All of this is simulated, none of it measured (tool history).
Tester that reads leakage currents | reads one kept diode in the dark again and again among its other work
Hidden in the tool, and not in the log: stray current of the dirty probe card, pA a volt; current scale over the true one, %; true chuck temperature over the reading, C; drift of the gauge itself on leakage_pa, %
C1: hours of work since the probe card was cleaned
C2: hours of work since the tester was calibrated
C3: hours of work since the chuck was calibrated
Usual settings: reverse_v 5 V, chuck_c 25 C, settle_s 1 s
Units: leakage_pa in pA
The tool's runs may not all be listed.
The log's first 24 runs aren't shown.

{"run": 25, "day": 91.725, "reverse_v": 1.44, "chuck_c": 42, "settle_s": 2.46, "C1": 294, "C2": 1793, "C3": 121, "leakage_pa": 419.69}
{"run": 26, "day": 97.283, "reverse_v": 1.44, "chuck_c": 42, "settle_s": 2.46, "C1": 393, "C2": 1893, "C3": 221, "leakage_pa": 424.22}
{"run": 27, "day": 101.146, "reverse_v": 1.52, "chuck_c": 38, "settle_s": 9.62, "C1": 463, "C2": 1962, "C3": 290, "leakage_pa": 316.38}
{"run": 28, "day": 106.258, "reverse_v": 1.52, "chuck_c": 38, "settle_s": 9.62, "C1": 554, "C2": 2054, "C3": 382, "leakage_pa": 320.27}
{"run": 29, "day": 109.85, "reverse_v": 1.52, "chuck_c": 38, "settle_s": 9.62, "C1": 618, "C2": 2118, "C3": 446, "leakage_pa": 324.64}
{"run": 30, "day": 114.742, "reverse_v": 12.99, "chuck_c": 25, "settle_s": 0.34, "C1": 706, "C2": 2206, "C3": 534, "leakage_pa": 244.54}
{"run": 31, "day": 119.004, "reverse_v": 12.99, "chuck_c": 25, "settle_s": 0.34, "C1": 783, "C2": 2282, "C3": 610, "leakage_pa": 248.19}
{"run": 32, "day": 122.175, "reverse_v": 7.43, "chuck_c": 24, "settle_s": 2.91, "C1": 839, "C2": 2339, "C3": 667, "leakage_pa": 181.04}
{"run": 33, "day": 125.688, "reverse_v": 7.43, "chuck_c": 58, "settle_s": 2.91, "C1": 902, "C2": 2402, "C3": 730, "leakage_pa": 2613.71}
{"run": 34, "day": 131.117, "reverse_v": 7.43, "chuck_c": 58, "settle_s": 2.91, "C1": 1000, "C2": 2499, "C3": 827, "leakage_pa": 2650.54}
{"run": 35, "day": 135.112, "reverse_v": 5, "chuck_c": 25, "settle_s": 8.44, "C1": 1071, "C2": 2571, "C3": 899, "leakage_pa": 177.01}
{"run": 36, "day": 139.896, "reverse_v": 5, "chuck_c": 25, "settle_s": 8.44, "C1": 1157, "C2": 2656, "C3": 984, "leakage_pa": 179.85}
{"run": 37, "day": 143.642, "reverse_v": 7.94, "chuck_c": 46, "settle_s": 1.4, "C1": 1224, "C2": 2724, "C3": 1051, "leakage_pa": 1152.37}
{"run": 38, "day": 148.233, "reverse_v": 7.94, "chuck_c": 46, "settle_s": 1.4, "C1": 1306, "C2": 2806, "C3": 1134, "leakage_pa": 1162.8}
{"run": 39, "day": 151.625, "reverse_v": 7.94, "chuck_c": 46, "settle_s": 1.4, "C1": 1367, "C2": 2867, "C3": 1194, "leakage_pa": 1166.33}
{"run": 40, "day": 155.95, "reverse_v": 7.94, "chuck_c": 46, "settle_s": 1.4, "C1": 1445, "C2": 2944, "C3": 1272, "leakage_pa": 1180.88}

Forecast each of these 4 alternatives for the next run:
{"run": "A", "day": 160.983, "reverse_v": 1.23, "chuck_c": 59, "settle_s": 1.78, "C1": 1535, "C2": 3034, "C3": 1362, "leakage_pa": "?"}
{"run": "B", "day": 160.983, "reverse_v": 1.79, "chuck_c": 33, "settle_s": 0.36, "C1": 1535, "C2": 3034, "C3": 1362, "leakage_pa": "?"}
{"run": "C", "day": 160.983, "reverse_v": 1.05, "chuck_c": 25, "settle_s": 1, "C1": 1535, "C2": 3034, "C3": 1362, "leakage_pa": "?"}
{"run": "D", "day": 160.983, "reverse_v": 2.69, "chuck_c": 56, "settle_s": 3.18, "C1": 1535, "C2": 3034, "C3": 1362, "leakage_pa": "?"}

run=A leakage_pa=1576.13
run=B leakage_pa=253.87
run=C leakage_pa=107.38
run=D leakage_pa=1686.99
Without the tool's hidden state the same runs would have given:
run=A leakage_pa=1390.68
run=B leakage_pa=217.71
run=C leakage_pa=91.08
run=D leakage_pa=1483.85
